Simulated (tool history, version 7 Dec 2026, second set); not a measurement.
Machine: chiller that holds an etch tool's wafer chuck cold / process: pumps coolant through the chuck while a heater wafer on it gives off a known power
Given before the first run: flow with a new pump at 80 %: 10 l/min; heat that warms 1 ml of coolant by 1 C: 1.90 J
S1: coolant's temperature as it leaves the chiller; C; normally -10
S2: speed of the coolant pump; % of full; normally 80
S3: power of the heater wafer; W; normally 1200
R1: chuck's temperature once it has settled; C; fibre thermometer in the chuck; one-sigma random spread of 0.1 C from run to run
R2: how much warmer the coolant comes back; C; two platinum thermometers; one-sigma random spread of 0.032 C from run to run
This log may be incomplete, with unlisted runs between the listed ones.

run,day,S1,S2,S3,R1,R2
1,0.000,-10,80,1200,-1.7,3.78
2,5.021,-19,80,1200,-10.8,3.83
# day 8.117: coolant changed, channels flushed
3,10.838,-19,80,1200,-11.0,3.74
4,16.529,-19,97,1200,-11.6,3.07
5,20.954,-10,80,1200,-1.5,3.79
6,28.717,-10,80,1200,-1.7,3.78
7,34.233,-10,80,1200,-1.7,3.69
8,38.879,-10,69,1200,-1.1,4.34
9,44.996,-10,69,1200,-1.0,4.37
10,49.692,-10,80,1200,-1.7,3.72
11,53.729,-10,80,1200,-1.8,3.67
12,60.904,-10,80,1200,-1.8,3.67
13,65.717,-6,80,1200,2.2,3.65
14,72.750,-10,80,1200,-1.8,3.65
15,80.471,-17,80,1200,-8.7,3.73
16,84.150,-10,80,1200,-1.5,3.62
# day 87.338: chiller's thermometer calibrated
17,91.146,-10,80,1200,-1.7,3.61
18,95.296,-10,80,1200,-1.7,3.61
19,102.662,-8,86,1200,-0.1,3.37
20,108.683,-8,86,1200,-0.2,3.30
21,113.892,-8,86,1200,-0.3,3.31
22,119.112,-14,71,897,-7.3,2.99
23,126.904,-10,95,1074,-3.2,2.62
24,132.738,-11,94,1074,-4.3,2.66
25,140.275,-17,99,1472,-8.3,3.50
26,144.567,-18,76,920,-11.7,2.81

Run 27 comes next. What will it give?
27,151.367,-12,61,1395,?,?

{"run 27": {"R1": -0.6, "R2": 5.56}}
Had the tool carried no hidden state, the very same run would have given R1 -0.6 C, R2 5.83 C.
